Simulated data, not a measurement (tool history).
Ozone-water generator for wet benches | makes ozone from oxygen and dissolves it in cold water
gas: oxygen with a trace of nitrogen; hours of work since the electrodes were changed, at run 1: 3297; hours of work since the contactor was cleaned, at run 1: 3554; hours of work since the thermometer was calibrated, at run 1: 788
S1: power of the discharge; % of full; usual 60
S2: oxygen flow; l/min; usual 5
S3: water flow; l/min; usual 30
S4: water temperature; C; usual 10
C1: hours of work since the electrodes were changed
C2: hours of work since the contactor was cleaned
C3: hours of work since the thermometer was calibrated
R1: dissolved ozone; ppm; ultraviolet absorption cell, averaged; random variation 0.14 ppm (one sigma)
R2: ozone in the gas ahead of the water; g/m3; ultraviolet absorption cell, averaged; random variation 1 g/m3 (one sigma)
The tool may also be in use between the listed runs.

run,hour,S1,S2,S3,S4,C1,C2,C3,R1,R2
1,0,60,5,30,10,3297,3554,788,14.9,166.8
# hour 65: contactor cleaned
2,75.5,60,5,30,10,3367,10,858,14.6,167.1
3,134.4,60,5,43,10,3425,68,917,9.8,165.3
4,219.5,60,5,43,10,3509,152,1001,9.8,166.8
5,261.3,60,5,43,10,3550,194,1042,9.8,166.7
6,344.6,60,5,43,10,3633,276,1124,9.7,165.4
# hour 369.6: contactor cleaned, once more
7,409.5,60,5.47,30,10,3693,39,1184,15.4,158.8
8,486.8,60,5,30,10,3769,116,1260,15.2,164.5
9,544.9,60,3.04,30,10,3826,173,1317,13.5,209
10,588.5,60,5,30,7,3869,216,1360,15.6,165.6
11,680,60,8.38,30,10,3959,306,1451,16.2,127.5
12,743,60,5,30,10,4022,368,1513,15.2,164.9
13,819.3,60,5,30,10,4097,443,1588,15,163.6
14,870.2,60,5,30,10,4147,494,1638,15.3,165.4
15,936.1,60,5,30,10,4212,559,1703,15.2,164.3
16,1017.5,60,5,30,10,4292,639,1784,14.7,163.9
17,1058.6,60,5,30,10,4333,680,1824,14.8,163.8
18,1134.2,60,6,25,10,4407,754,1899,18.2,150.8
19,1176.1,72,7.95,32,7,4449,795,1940,17.7,146.8
20,1255,72,7.95,32,7,4526,873,2018,18.1,147
21,1295.8,82,7.97,22,7,4567,913,2058,26.8,162.9
22,1335.8,82,7.97,22,7,4606,953,2098,26.6,163.5
23,1376.2,82,7.97,22,9,4646,993,2137,26.1,160.4
24,1470.1,75,5.76,44,8,4739,1085,2230,12.3,177.7
25,1511.1,66,5.76,44,13,4779,1126,2270,10.9,162.1
26,1560.9,66,3.03,30,13,4828,1175,2320,13.6,222.2
27,1600.3,60,5,30,9,4867,1214,2358,14.7,159.6
28,1648.2,59,5,29,6,4914,1261,2406,15.2,161
29,1710.6,59,5,29,6,4976,1323,2467,15.3,158.4
30,1779.6,89,6.14,30,6,5044,1391,2535,20.9,192.7
31,1848.7,82,3.13,30,7,5112,1459,2603,16,252.4

Some steps in R1 between neighbouring runs. How much of each would the tool show without its hidden state too (settings, what came in, random variation), and how much is left for the hidden state, with any gauge scatter that isn't in both results?
The hidden state here: yield of the discharge, % of new electrodes'; contactor's efficiency, % of a clean one's; true water temperature over the reading, C; drift of the gauge itself on ozone_ppm, %; drift of the gauge itself on gas_g_m3, %.
Run 6 -> 7: S2 5 -> 5.47, S3 43 -> 30, contactor cleaned, once more. R1 +5.7 ppm: hidden state +0.4, all else +5.3.
Run 20 -> 21: S1 72 -> 82, S2 7.95 -> 7.97, S3 32 -> 22. R1 +8.7 ppm: hidden state -1.2, all else +9.9.
Run 23 -> 24: S1 82 -> 75, S2 7.97 -> 5.76, S3 22 -> 44, S4 9 -> 8. R1 -13.8 ppm: hidden state +1.8, all else -15.6.
Run 29 -> 30: S1 59 -> 89, S2 5 -> 6.14, S3 29 -> 30. R1 +5.6 ppm: hidden state -1.4, all else +7.

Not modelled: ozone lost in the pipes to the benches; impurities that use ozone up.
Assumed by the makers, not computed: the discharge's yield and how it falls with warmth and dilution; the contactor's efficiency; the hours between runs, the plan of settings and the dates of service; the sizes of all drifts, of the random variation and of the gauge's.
